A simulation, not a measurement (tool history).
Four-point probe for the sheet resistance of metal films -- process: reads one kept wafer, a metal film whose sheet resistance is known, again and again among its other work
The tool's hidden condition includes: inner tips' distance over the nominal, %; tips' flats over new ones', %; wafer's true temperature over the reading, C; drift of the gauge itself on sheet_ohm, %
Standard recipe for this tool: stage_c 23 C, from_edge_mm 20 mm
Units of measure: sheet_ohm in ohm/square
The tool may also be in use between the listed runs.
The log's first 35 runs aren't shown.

run	hour	stage_c	from_edge_mm	touches since the probe head was changed	hours of work since the stage's thermometer was calibrated	sheet_ohm
36	440.3	24	17	26354	37	17.852881
37	456.5	24	17	26943	46	17.855615
38	464.9	28	6	27246	50	18.255261
39	480.6	19	30	27818	59	17.768649
40	492.1	19	30	28236	65	17.762045
41	508.4	19	30	28826	74	17.762054
42	518.9	18	62	29207	80	17.741799
43	530.7	20	7	29634	86	18.058736
44	542.2	23	31	30052	93	17.797223

Branching from run 44: 3 alternative next runs. What would each branch give?
A	552.4	21	20	30423	98	?
B	552.4	34	45	30423	98	?
C	552.4	22	42	30423	98	?

run	sheet_ohm
A	17.795240
B	17.890183
C	17.786578
Without the tool's hidden state the same runs would have given:
run	sheet_ohm
A	17.834728
B	17.929776
C	17.826042

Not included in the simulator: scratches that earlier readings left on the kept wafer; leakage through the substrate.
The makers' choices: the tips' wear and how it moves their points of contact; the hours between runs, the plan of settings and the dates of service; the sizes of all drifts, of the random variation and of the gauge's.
